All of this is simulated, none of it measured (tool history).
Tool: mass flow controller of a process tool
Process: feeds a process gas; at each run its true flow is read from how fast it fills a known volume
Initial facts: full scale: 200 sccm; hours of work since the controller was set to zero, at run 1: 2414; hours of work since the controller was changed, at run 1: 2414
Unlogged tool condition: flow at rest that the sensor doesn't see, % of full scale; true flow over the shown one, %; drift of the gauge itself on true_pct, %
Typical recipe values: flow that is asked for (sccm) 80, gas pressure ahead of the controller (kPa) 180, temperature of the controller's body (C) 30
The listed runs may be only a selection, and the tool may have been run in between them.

run,hour,flow that is asked for (sccm),gas pressure ahead of the controller (kPa),temperature of the controller's body (C),hours of work since the controller was set to zero,hours of work since the controller was changed,true flow (%)
1,0,80,180,30,2414,2414,99.09
2,103.1,80,180,30,2453,2453,99.04
3,249.1,80,180,30,2509,2509,99.21
4,324.6,80,180,30,2537,2537,99.18
5,504.6,82,180,30,2605,2605,99.34
6,597,82,180,36,2640,2640,98.63
7,704.4,29,180,36,2681,2681,98.61
8,882.4,29,180,36,2748,2748,98.64
9,1054.9,29,180,36,2813,2813,98.82
10,1203.5,80,180,30,2869,2869,99.77
11,1382.5,80,180,30,2937,2937,99.72
12,1544.5,80,180,30,2998,2998,99.76
13,1684.9,80,180,30,3051,3051,99.87
14,1796.7,80,246,30,3094,3094,100.07
15,1911.2,49,209,36,3137,3137,99.31
16,2026.3,43,144,38,3181,3181,99.06
17,2152.6,69,144,38,3228,3228,99.14
18,2227.5,69,144,38,3257,3257,99.25
19,2307,69,144,38,3287,3287,99.11
20,2466.2,69,144,31,3347,3347,100.18
21,2602.2,93,180,30,3398,3398,100.4
22,2719.5,147,237,21,3443,3443,101.77
23,2818.7,147,237,21,3480,3480,101.63
24,2933.4,117,238,20,3523,3523,101.82
25,3112.2,106,191,30,3591,3591,100.59
26,3289.4,106,225,32,3658,3658,100.64
27,3449,107,219,34,3718,3718,100.34
28,3585.3,110,180,30,3770,3770,100.88

Run by run, hidden condition taken away, random variation retained:
run,true flow (%)
1,99.1
2,99
3,99.1
4,99.03
5,99.11
6,98.35
7,98.3
8,98.24
9,98.35
10,99.21
11,99.08
12,99.04
13,99.08
14,99.23
15,98.43
16,98.13
17,98.14
18,98.21
19,98.04
20,99.02
21,99.17
22,100.47
23,100.28
24,100.42
25,99.12
26,99.08
27,98.71
28,99.19
